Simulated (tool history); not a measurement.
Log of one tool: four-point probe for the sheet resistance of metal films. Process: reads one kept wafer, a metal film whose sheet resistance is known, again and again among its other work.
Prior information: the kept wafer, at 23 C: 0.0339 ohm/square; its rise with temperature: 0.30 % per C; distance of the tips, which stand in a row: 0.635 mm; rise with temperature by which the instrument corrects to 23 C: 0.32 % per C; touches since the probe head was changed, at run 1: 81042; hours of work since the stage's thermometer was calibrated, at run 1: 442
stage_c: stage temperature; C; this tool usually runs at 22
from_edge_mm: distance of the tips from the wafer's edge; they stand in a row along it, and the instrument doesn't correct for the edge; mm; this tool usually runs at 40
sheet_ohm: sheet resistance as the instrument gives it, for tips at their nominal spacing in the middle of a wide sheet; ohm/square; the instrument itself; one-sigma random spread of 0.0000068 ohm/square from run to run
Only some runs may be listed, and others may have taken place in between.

run,day,stage_c,from_edge_mm,touches since the probe head was changed,hours of work since the stage's thermometer was calibrated,sheet_ohm
1,0,22,40,81042,442,0.034146
2,0.696,22,15,81607,452,0.034181
3,1.554,21,40,82306,464,0.034158
# day 1.788: new probe head fitted
4,2.267,21,40,392,473,0.034019
5,2.758,29,40,792,480,0.033955
6,3.3,29,40,1233,488,0.033941
7,3.8,29,40,1640,495,0.033943
8,4.558,29,40,2255,506,0.033953
9,5.146,29,40,2734,514,0.033956
10,5.546,29,40,3059,520,0.033952
11,6.375,29,40,3734,531,0.033952
12,7.221,32,38,4420,543,0.033945
13,8.067,18,40,5109,555,0.034053
14,8.929,18,40,5810,567,0.034069
# day 8.992: stage's thermometer calibrated
15,9.371,19,43,6154,5,0.03404
16,10.029,32,38,6689,15,0.033936
17,10.804,31,4,7319,26,0.034394
18,11.383,31,4,7789,34,0.034392
19,11.817,23,36,8141,40,0.034014
# day 11.975: stage's thermometer calibrated, once more
20,12.204,31,45,8440,3,0.033966
21,12.667,27,23,8817,10,0.034018

Branching from run 21: 4 alternative next runs. What would each branch give?
A,13.108,27,14,9176,16,?
B,13.108,18,36,9176,16,?
C,13.108,21,10,9176,16,?
D,13.108,26,19,9176,16,?

run,sheet_ohm
A,0.034045
B,0.034074
C,0.034123
D,0.034032
The same runs, with their run-to-run variation unchanged, on a tool lacking any hidden condition would have given:
run,sheet_ohm
A,0.033908
B,0.033938
C,0.033987
D,0.033895
